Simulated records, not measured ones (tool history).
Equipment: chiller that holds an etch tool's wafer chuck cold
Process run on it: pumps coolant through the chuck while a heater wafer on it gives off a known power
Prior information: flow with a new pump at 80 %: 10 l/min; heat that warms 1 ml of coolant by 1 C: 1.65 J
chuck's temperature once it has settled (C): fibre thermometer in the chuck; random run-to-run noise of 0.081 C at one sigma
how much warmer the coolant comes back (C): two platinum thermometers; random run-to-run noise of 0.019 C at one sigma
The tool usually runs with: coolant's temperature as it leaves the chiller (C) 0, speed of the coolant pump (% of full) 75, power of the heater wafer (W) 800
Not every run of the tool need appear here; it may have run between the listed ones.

run    hour  coolant's temperature as it leaves the chiller (C)  speed of the coolant pump (% of full)  power of the heater wafer (W)  chuck's temperature once it has settled (C)  how much warmer the coolant comes back (C)
  1       0                                                   0                                     75                            800                                         8.83                                        3.13
  2    58.8                                                   0                                     75                            800                                         8.73                                        3.15
  3    91.8                                                   0                                     75                            548                                         6.12                                        2.14
  4   141.2                                                   0                                     75                            402                                          4.4                                        1.56
  5   183.8                                                   0                                     75                            402                                          4.4                                        1.57
  6   244.2                                                   0                                     75                            526                                         5.73                                        2.06
  7     286                                                   0                                     72                            800                                         8.96                                        3.22
  8   350.1                                                   0                                     81                            800                                         8.23                                        2.88
  9   385.3                                                   0                                     75                            800                                         8.64                                        3.12
 10   432.7                                                   0                                     75                            800                                         8.74                                        3.13
 11   481.4                                                   0                                     75                            583                                         6.42                                        2.26
 12   544.1                                                   3                                     75                            583                                         9.39                                         2.3
 13   575.9                                                   3                                     75                            583                                         9.26                                        2.24
 14   632.5                                                   3                                     75                            583                                         9.32                                        2.23
 15   666.1                                                   3                                     75                            583                                         9.55                                        2.28
 16   702.3                                                   0                                     70                            800                                         9.11                                        3.35
 17   739.8                                                   0                                     70                            781                                         9.05                                        3.26
 18   767.8                                                   0                                     75                            942                                        10.19                                        3.63
 19   835.8                                                   0                                     75                            942                                        10.16                                        3.65
 20   899.8                                                   0                                     75                            942                                        10.28                                        3.66
 21     963                                                  -3                                     75                            942                                         7.27                                        3.68
 22  1016.8                                                   4                                     75                            413                                         8.46                                        1.59
 23  1082.6                                                   7                                     63                            800                                        16.89                                        3.71
 24  1130.6                                                   6                                     77                            585                                        12.29                                        2.22
 25  1186.8                                                   6                                     77                            585                                        12.39                                        2.22
 26  1227.1                                                   6                                     77                            585                                        12.24                                        2.22
 27  1288.5                                                   6                                     77                            585                                        12.25                                        2.21

Run 28 has not been measured yet. What should we expect?
 28  1337.6                                                   5                                     63                           1060                                            ?                                           ?

chuck's temperature once it has settled (C): 18.16
how much warmer the coolant comes back (C): 4.93
Were there no unlogged condition in the tool, this run, its random variation unchanged, would have produced chuck's temperature once it has settled (C) 18.13, how much warmer the coolant comes back (C) 4.92.

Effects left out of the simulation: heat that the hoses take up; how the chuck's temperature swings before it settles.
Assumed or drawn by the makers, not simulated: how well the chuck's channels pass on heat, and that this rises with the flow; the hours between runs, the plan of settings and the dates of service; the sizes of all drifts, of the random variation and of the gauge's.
